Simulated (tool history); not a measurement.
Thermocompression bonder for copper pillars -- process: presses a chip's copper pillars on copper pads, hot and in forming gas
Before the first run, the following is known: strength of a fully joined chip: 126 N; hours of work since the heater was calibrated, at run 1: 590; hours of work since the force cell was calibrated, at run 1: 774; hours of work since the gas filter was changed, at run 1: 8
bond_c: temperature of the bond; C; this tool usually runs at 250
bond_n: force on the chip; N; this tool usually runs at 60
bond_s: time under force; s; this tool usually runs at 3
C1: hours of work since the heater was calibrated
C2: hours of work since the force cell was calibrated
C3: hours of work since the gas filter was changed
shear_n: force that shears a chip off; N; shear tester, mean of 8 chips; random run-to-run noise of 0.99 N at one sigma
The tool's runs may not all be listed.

run 1 hour=0 | bond_c=250 bond_n=60 bond_s=3 | C1=590 C2=774 C3=8 | shear_n=83.1
run 2 hour=46.4 | bond_c=250 bond_n=60 bond_s=3 | C1=617 C2=801 C3=36 | shear_n=84.7
run 3 hour=91.7 | bond_c=250 bond_n=60 bond_s=3 | C1=644 C2=828 C3=62 | shear_n=84.5
run 4 hour=123.6 | bond_c=250 bond_n=60 bond_s=3 | C1=663 C2=847 C3=81 | shear_n=81
run 5 hour=176.3 | bond_c=250 bond_n=60 bond_s=3 | C1=694 C2=878 C3=113 | shear_n=81.5
run 6 hour=221.9 | bond_c=250 bond_n=60 bond_s=3 | C1=721 C2=905 C3=139 | shear_n=80
run 7 hour=272.6 | bond_c=250 bond_n=60 bond_s=3 | C1=751 C2=935 C3=170 | shear_n=78.4
run 8 hour=300 | bond_c=250 bond_n=60 bond_s=3 | C1=767 C2=952 C3=186 | shear_n=79.6
run 9 hour=324.3 | bond_c=250 bond_n=60 bond_s=3 | C1=782 C2=966 C3=200 | shear_n=78.1
run 10 hour=365.5 | bond_c=250 bond_n=60 bond_s=3 | C1=806 C2=990 C3=225 | shear_n=80.2
run 11 hour=423.7 | bond_c=250 bond_n=60 bond_s=3 | C1=841 C2=1025 C3=259 | shear_n=78
run 12 hour=449.1 | bond_c=250 bond_n=60 bond_s=3 | C1=856 C2=1040 C3=274 | shear_n=76.7
-- hour=488.9 force cell calibrated
run 13 hour=490 | bond_c=250 bond_n=60 bond_s=3 | C1=879 C2=1 C3=297 | shear_n=73.6
run 14 hour=514.4 | bond_c=250 bond_n=80 bond_s=3 | C1=894 C2=15 C3=312 | shear_n=87.3
run 15 hour=560.6 | bond_c=250 bond_n=80 bond_s=3 | C1=921 C2=42 C3=339 | shear_n=84
-- hour=587 forming gas filter changed
run 16 hour=603.1 | bond_c=250 bond_n=80 bond_s=4 | C1=946 C2=67 C3=10 | shear_n=100.4
run 17 hour=643 | bond_c=250 bond_n=80 bond_s=4 | C1=969 C2=91 C3=33 | shear_n=96.9
run 18 hour=692.3 | bond_c=250 bond_n=80 bond_s=4 | C1=999 C2=120 C3=62 | shear_n=97.3
run 19 hour=735.1 | bond_c=250 bond_n=60 bond_s=3 | C1=1024 C2=146 C3=88 | shear_n=78.5
run 20 hour=768.3 | bond_c=250 bond_n=60 bond_s=3 | C1=1044 C2=165 C3=107 | shear_n=77.9
run 21 hour=798.2 | bond_c=246 bond_n=57 bond_s=3 | C1=1061 C2=183 C3=125 | shear_n=71.3
-- hour=802.6 heater calibrated with a thermocouple chip
run 22 hour=842.4 | bond_c=270 bond_n=60 bond_s=5 | C1=24 C2=208 C3=150 | shear_n=91.6
run 23 hour=894.3 | bond_c=270 bond_n=75 bond_s=2 | C1=54 C2=239 C3=181 | shear_n=85
run 24 hour=922.5 | bond_c=250 bond_n=60 bond_s=3 | C1=71 C2=255 C3=198 | shear_n=69.2
run 25 hour=958.4 | bond_c=250 bond_n=60 bond_s=3 | C1=92 C2=277 C3=219 | shear_n=69.6
-- hour=972.8 heater calibrated with a thermocouple chip, once more
run 26 hour=1005.3 | bond_c=272 bond_n=49 bond_s=4 | C1=19 C2=303 C3=245 | shear_n=88.9
run 27 hour=1038.2 | bond_c=269 bond_n=57 bond_s=7 | C1=39 C2=323 C3=265 | shear_n=101.2
run 28 hour=1063 | bond_c=257 bond_n=44 bond_s=2 | C1=53 C2=337 C3=280 | shear_n=59.8
run 29 hour=1102.6 | bond_c=257 bond_n=44 bond_s=2 | C1=77 C2=361 C3=303 | shear_n=59.4
run 30 hour=1139.4 | bond_c=257 bond_n=44 bond_s=2 | C1=99 C2=383 C3=325 | shear_n=59.2
run 31 hour=1178.4 | bond_c=250 bond_n=60 bond_s=5 | C1=122 C2=406 C3=348 | shear_n=87.5
-- hour=1187.9 forming gas filter changed
run 32 hour=1229.5 | bond_c=250 bond_n=60 bond_s=5 | C1=152 C2=436 C3=25 | shear_n=95
run 33 hour=1280.3 | bond_c=279 bond_n=68 bond_s=3 | C1=182 C2=466 C3=55 | shear_n=103.7
run 34 hour=1323.5 | bond_c=252 bond_n=39 bond_s=9 | C1=207 C2=491 C3=80 | shear_n=89.6
run 35 hour=1376.4 | bond_c=224 bond_n=60 bond_s=5 | C1=239 C2=523 C3=112 | shear_n=76.8
run 36 hour=1428.2 | bond_c=224 bond_n=60 bond_s=5 | C1=269 C2=553 C3=142 | shear_n=77.4
run 37 hour=1481.9 | bond_c=239 bond_n=76 bond_s=2 | C1=301 C2=585 C3=174 | shear_n=76.4
run 38 hour=1533.8 | bond_c=230 bond_n=43 bond_s=2 | C1=332 C2=616 C3=205 | shear_n=45.5
run 39 hour=1560.5 | bond_c=239 bond_n=60 bond_s=3 | C1=348 C2=632 C3=221 | shear_n=72.5

For each entry between runs, how does the tool's hidden state at the last listed run before it compare with that at the first listed run after it?
In the gap between runs 12 and 13: force cell calibrated (hour 488.9)
  true temperature of the bond over the reading, C: -9.2 -> -9.4; force that reaches the chip, % of what is set: 108.5 -> 100.5; oxide that the forming gas leaves, % of the face: 8.63 -> 9.37
  difference, measured minus the result without the unlogged condition, shear_n: -8.4 -> -13 N
In the gap between runs 15 and 16: forming gas filter changed (hour 587)
  true temperature of the bond over the reading, C: -9.8 -> -10; force that reaches the chip, % of what is set: 100.9 -> 101.1; oxide that the forming gas leaves, % of the face: 10.61 -> 0.81
  difference, measured minus the result without the unlogged condition, shear_n: -14.9 -> -5.2 N
In the gap between runs 21 and 22: heater calibrated with a thermocouple chip (hour 802.6)
  true temperature of the bond over the reading, C: -11.2 -> -19.1; force that reaches the chip, % of what is set: 102 -> 102.3; oxide that the forming gas leaves, % of the face: 4.29 -> 5.05
  difference, measured minus the result without the unlogged condition, shear_n: -9.2 -> -13.1 N
In the gap between runs 25 and 26: heater calibrated with a thermocouple chip, once more (hour 972.8)
  true temperature of the bond over the reading, C: -19.8 -> -0.5; force that reaches the chip, % of what is set: 102.8 -> 103; oxide that the forming gas leaves, % of the face: 7.01 -> 7.74
  difference, measured minus the result without the unlogged condition, shear_n: -16.3 -> -5.9 N
In the gap between runs 31 and 32: forming gas filter changed (hour 1187.9)
  true temperature of the bond over the reading, C: -1.6 -> -1.9; force that reaches the chip, % of what is set: 103.9 -> 104.1; oxide that the forming gas leaves, % of the face: 10.88 -> 1.39
  difference, measured minus the result without the unlogged condition, shear_n: -9.3 -> +0 N

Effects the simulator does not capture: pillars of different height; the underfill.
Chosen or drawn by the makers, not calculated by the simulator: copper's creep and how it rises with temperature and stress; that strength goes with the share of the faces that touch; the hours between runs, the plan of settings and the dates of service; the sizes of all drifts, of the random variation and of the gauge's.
